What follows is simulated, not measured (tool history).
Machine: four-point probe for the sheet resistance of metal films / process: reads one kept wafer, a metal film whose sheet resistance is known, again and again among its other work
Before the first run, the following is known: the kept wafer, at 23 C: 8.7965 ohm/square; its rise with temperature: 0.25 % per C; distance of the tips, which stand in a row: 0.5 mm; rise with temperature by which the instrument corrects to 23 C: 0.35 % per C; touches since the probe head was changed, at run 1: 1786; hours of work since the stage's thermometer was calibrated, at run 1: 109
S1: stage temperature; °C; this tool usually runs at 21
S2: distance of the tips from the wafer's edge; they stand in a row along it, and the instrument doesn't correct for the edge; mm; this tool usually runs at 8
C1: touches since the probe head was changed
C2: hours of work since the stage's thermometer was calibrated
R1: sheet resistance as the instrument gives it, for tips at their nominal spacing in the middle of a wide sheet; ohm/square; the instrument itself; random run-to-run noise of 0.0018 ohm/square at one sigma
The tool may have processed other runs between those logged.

run   hour  S1  S2    C1   C2        R1
  1    0.0  21   8  1786  109  8.811856
  2   16.8  21   8  2075  120  8.810683
  3   36.6  21   8  2416  132  8.814204
  4   58.1  21   8  2786  145  8.812816
  5   80.4  21   8  3171  159  8.809804
  6  101.6  18   8  3535  173  8.841042
  7  126.0  18   8  3956  188  8.842720
  8  148.6  18   8  4345  202  8.845153
  9  168.7  21  12  4690  215  8.802302
 10  184.4  21  12  4961  225  8.804245
 11  210.3  21  12  5408  241  8.806198
 12  228.9  22  51  5726  252  8.786520
 13  239.8  33   5  5915  259  8.737555
 14  251.2  33   5  6112  267  8.737745
 15  264.4  30  23  6339  275  8.719850
 16  286.6  19  17  6720  289  8.820111
 17  299.0  20  14  6934  296  8.810695
 18  316.2  21   4  7230  307  8.868282
 19  341.5  23   4  7665  323  8.852201

3 ways to go on from here, each from the tool as it stands after run 19. What would each give?
  A  358.5  24   4  7958  334   ?
  B  358.5  32  31  7958  334   ?
  C  358.5  25   4  7958  334   ?

run        R1
  A  8.844677
  B  8.704778
  C  8.834839
What these runs would have given with no unlogged condition in the tool:
run        R1
  A  8.862482
  B  8.722273
  C  8.852620

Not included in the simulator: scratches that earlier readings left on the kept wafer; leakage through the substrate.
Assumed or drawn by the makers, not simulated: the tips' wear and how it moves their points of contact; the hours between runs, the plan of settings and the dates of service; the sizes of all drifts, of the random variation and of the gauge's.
